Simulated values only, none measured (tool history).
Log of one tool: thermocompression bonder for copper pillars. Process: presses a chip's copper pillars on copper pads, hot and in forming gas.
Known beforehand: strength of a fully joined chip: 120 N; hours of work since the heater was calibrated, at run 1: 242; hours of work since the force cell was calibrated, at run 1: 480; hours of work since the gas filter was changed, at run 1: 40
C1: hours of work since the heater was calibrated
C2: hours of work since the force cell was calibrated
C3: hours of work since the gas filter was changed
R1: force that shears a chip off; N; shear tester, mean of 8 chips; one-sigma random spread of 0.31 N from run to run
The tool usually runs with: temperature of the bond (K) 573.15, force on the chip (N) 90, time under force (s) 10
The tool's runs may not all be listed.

{"run": 1, "day": 0.0, "temperature of the bond (K)": 573.15, "force on the chip (N)": 90, "time under force (s)": 10, "C1": 242, "C2": 480, "C3": 40, "R1": 78.8}
{"run": 2, "day": 1.454, "temperature of the bond (K)": 573.15, "force on the chip (N)": 90, "time under force (s)": 23, "C1": 264, "C2": 502, "C3": 62, "R1": 95.9}
{"run": 3, "day": 2.612, "temperature of the bond (K)": 573.15, "force on the chip (N)": 90, "time under force (s)": 29, "C1": 282, "C2": 520, "C3": 80, "R1": 99.7}
{"run": 4, "day": 3.908, "temperature of the bond (K)": 573.15, "force on the chip (N)": 72, "time under force (s)": 10, "C1": 302, "C2": 540, "C3": 99, "R1": 70.8}
{"day": 5.283, "done": "forming gas filter changed"}
{"run": 5, "day": 5.375, "temperature of the bond (K)": 573.15, "force on the chip (N)": 72, "time under force (s)": 10, "C1": 324, "C2": 562, "C3": 1, "R1": 72.7}
{"run": 6, "day": 6.188, "temperature of the bond (K)": 573.15, "force on the chip (N)": 72, "time under force (s)": 10, "C1": 336, "C2": 574, "C3": 14, "R1": 72.5}
{"run": 7, "day": 7.662, "temperature of the bond (K)": 573.15, "force on the chip (N)": 72, "time under force (s)": 6, "C1": 359, "C2": 597, "C3": 36, "R1": 61.1}
{"run": 8, "day": 8.429, "temperature of the bond (K)": 573.15, "force on the chip (N)": 90, "time under force (s)": 27, "C1": 370, "C2": 608, "C3": 48, "R1": 99.1}
{"run": 9, "day": 9.396, "temperature of the bond (K)": 573.15, "force on the chip (N)": 132, "time under force (s)": 27, "C1": 385, "C2": 623, "C3": 63, "R1": 107.7}
{"run": 10, "day": 11.067, "temperature of the bond (K)": 573.15, "force on the chip (N)": 79, "time under force (s)": 10, "C1": 411, "C2": 649, "C3": 88, "R1": 74.5}
{"run": 11, "day": 12.292, "temperature of the bond (K)": 573.15, "force on the chip (N)": 79, "time under force (s)": 10, "C1": 429, "C2": 667, "C3": 107, "R1": 74.3}
{"day": 13.129, "done": "forming gas filter changed"}
{"run": 12, "day": 13.129, "temperature of the bond (K)": 573.15, "force on the chip (N)": 79, "time under force (s)": 10, "C1": 442, "C2": 680, "C3": 0, "R1": 76}
{"run": 13, "day": 14.383, "temperature of the bond (K)": 573.15, "force on the chip (N)": 79, "time under force (s)": 10, "C1": 461, "C2": 699, "C3": 19, "R1": 75.9}
{"run": 14, "day": 15.321, "temperature of the bond (K)": 573.15, "force on the chip (N)": 79, "time under force (s)": 10, "C1": 475, "C2": 713, "C3": 33, "R1": 75.7}
{"run": 15, "day": 16.9, "temperature of the bond (K)": 573.15, "force on the chip (N)": 79, "time under force (s)": 10, "C1": 499, "C2": 738, "C3": 58, "R1": 75.8}
{"run": 16, "day": 17.812, "temperature of the bond (K)": 573.15, "force on the chip (N)": 79, "time under force (s)": 10, "C1": 513, "C2": 751, "C3": 71, "R1": 75.1}
{"run": 17, "day": 18.65, "temperature of the bond (K)": 573.15, "force on the chip (N)": 79, "time under force (s)": 26, "C1": 526, "C2": 764, "C3": 84, "R1": 94.6}
{"run": 18, "day": 20.296, "temperature of the bond (K)": 573.15, "force on the chip (N)": 90, "time under force (s)": 10, "C1": 551, "C2": 789, "C3": 109, "R1": 78.3}
{"day": 21.012, "done": "forming gas filter changed"}
{"run": 19, "day": 22.0, "temperature of the bond (K)": 573.15, "force on the chip (N)": 90, "time under force (s)": 13, "C1": 577, "C2": 815, "C3": 15, "R1": 87.2}
{"run": 20, "day": 23.617, "temperature of the bond (K)": 573.15, "force on the chip (N)": 90, "time under force (s)": 11, "C1": 602, "C2": 840, "C3": 40, "R1": 82.9}
{"run": 21, "day": 24.612, "temperature of the bond (K)": 573.15, "force on the chip (N)": 90, "time under force (s)": 11, "C1": 617, "C2": 855, "C3": 55, "R1": 82.4}
{"run": 22, "day": 25.621, "temperature of the bond (K)": 573.15, "force on the chip (N)": 90, "time under force (s)": 11, "C1": 632, "C2": 870, "C3": 70, "R1": 82.3}
{"run": 23, "day": 26.642, "temperature of the bond (K)": 573.15, "force on the chip (N)": 90, "time under force (s)": 11, "C1": 648, "C2": 886, "C3": 86, "R1": 82.3}
{"run": 24, "day": 27.517, "temperature of the bond (K)": 582.15, "force on the chip (N)": 78, "time under force (s)": 9, "C1": 661, "C2": 899, "C3": 99, "R1": 76.3}
{"day": 28.871, "done": "forming gas filter changed"}
{"run": 25, "day": 29.088, "temperature of the bond (K)": 582.15, "force on the chip (N)": 132, "time under force (s)": 9, "C1": 685, "C2": 923, "C3": 3, "R1": 96.5}
{"run": 26, "day": 30.108, "temperature of the bond (K)": 582.15, "force on the chip (N)": 132, "time under force (s)": 9, "C1": 701, "C2": 939, "C3": 19, "R1": 96.1}
{"run": 27, "day": 30.996, "temperature of the bond (K)": 548.15, "force on the chip (N)": 114, "time under force (s)": 10, "C1": 714, "C2": 952, "C3": 32, "R1": 76.7}
{"run": 28, "day": 32.571, "temperature of the bond (K)": 557.15, "force on the chip (N)": 62, "time under force (s)": 20, "C1": 738, "C2": 976, "C3": 57, "R1": 76.1}
{"run": 29, "day": 33.654, "temperature of the bond (K)": 567.15, "force on the chip (N)": 115, "time under force (s)": 26, "C1": 755, "C2": 993, "C3": 73, "R1": 103.2}
{"run": 30, "day": 34.488, "temperature of the bond (K)": 567.15, "force on the chip (N)": 115, "time under force (s)": 26, "C1": 767, "C2": 1006, "C3": 86, "R1": 102.6}
{"run": 31, "day": 35.325, "temperature of the bond (K)": 573.15, "force on the chip (N)": 101, "time under force (s)": 17, "C1": 780, "C2": 1018, "C3": 99, "R1": 94.5}
{"day": 36.725, "done": "forming gas filter changed"}
{"run": 32, "day": 36.725, "temperature of the bond (K)": 569.15, "force on the chip (N)": 90, "time under force (s)": 10, "C1": 801, "C2": 1039, "C3": 0, "R1": 80.3}

Estimate the outcome of run 33 from the log above:
{"run": 33, "day": 37.867, "temperature of the bond (K)": 569.15, "force on the chip (N)": 90, "time under force (s)": 18, "C1": 819, "C2": 1057, "C3": 17, "R1": "?"}

R1: 92.2 N
The same run, on a tool lacking any hidden state, would have yielded R1 89.1 N.
